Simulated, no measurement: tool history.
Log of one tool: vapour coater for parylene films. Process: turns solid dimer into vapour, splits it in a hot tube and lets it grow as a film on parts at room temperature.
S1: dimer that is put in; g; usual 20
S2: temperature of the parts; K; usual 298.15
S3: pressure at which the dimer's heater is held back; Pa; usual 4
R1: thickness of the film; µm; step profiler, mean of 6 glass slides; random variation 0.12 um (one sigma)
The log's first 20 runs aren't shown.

Run 21, day 22.8: usual settings but S2 306.15 K. Result: R1 10.96 µm.
Run 22, day 23.812: usual settings but S1 26 g, S2 306.15 K, S3 2.79 Pa. Result: R1 15.75 µm.
Run 23, day 24.558: usual settings but S1 29 g. Result: R1 21.57 µm.
Run 24, day 25.233: usual settings but S1 25 g. Result: R1 18.81 µm.
Run 25, day 26.271: usual settings but S1 25 g. Result: R1 18.97 µm.
Run 26, day 27.592: usual settings but S1 25 g. Result: R1 18.77 µm.
Run 27, day 28.796: usual settings but S1 13 g, S3 3.05 Pa. Result: R1 10.25 µm.
Run 28, day 30.371: usual settings but S1 13 g, S3 3.05 Pa. Result: R1 10.37 µm.
Run 29, day 31.967: usual settings but S1 15 g, S2 295.15 K, S3 2.68 Pa. Result: R1 13.8 µm.
Run 30, day 33.338: usual settings but S2 293.15 K, S3 9.6 Pa. Result: R1 14.68 µm.
Run 31, day 34.858: usual settings but S2 290.15 K, S3 2.13 Pa. Result: R1 21.02 µm.
Run 32, day 36.2: usual settings but S1 14 g, S2 310.15 K, S3 5.54 Pa. Result: R1 6.07 µm.
Run 33, day 37.483: usual settings but S1 14 g, S2 301.15 K, S3 5.54 Pa. Result: R1 8.57 µm.
Run 34, day 38.696: usual settings but S1 14 g, S2 301.15 K, S3 5.54 Pa. Result: R1 8.57 µm.
Run 35, day 40.046: usual settings but S1 14 g, S2 301.15 K, S3 5.54 Pa. Result: R1 8.58 µm.
Run 36, day 41.3: usual settings but S1 10 g. Result: R1 7.57 µm.
Run 37, day 42.642: usual settings but S1 17 g, S2 303.15 K. Result: R1 10.34 µm.
Run 38, day 43.358: usual settings but S1 27 g, S2 303.15 K, S3 7.41 Pa. Result: R1 14.37 µm.
Run 39, day 44.733: usual settings but S1 14 g, S2 292.15 K, S3 2.12 Pa. Result: R1 14.5 µm.
Run 40, day 45.6: usual settings but S1 26 g, S2 292.15 K, S3 2.12 Pa. Result: R1 27 µm.
Run 41, day 46.783: usual settings but S1 26 g, S2 292.15 K, S3 2.12 Pa. Result: R1 27.34 µm.

Forecast each of these 4 alternatives for the next run:
Run A, day 48.142: usual settings but S1 26 g, S2 292.15 K, S3 9.03 Pa. Result: R1 ?.
Run B, day 48.142: usual settings but S3 3.55 Pa. Result: R1 ?.
Run C, day 48.142: usual settings but S1 33 g, S2 297.15 K. Result: R1 ?.
Run D, day 48.142: usual settings but S2 297.15 K, S3 4.75 Pa. Result: R1 ?.

run     R1
  A  19.82
  B   15.1
  C   25.2
  D  14.54
Without the tool's hidden state the same runs would have given:
run     R1
  A  20.62
  B   15.7
  C  26.21
  D  15.13
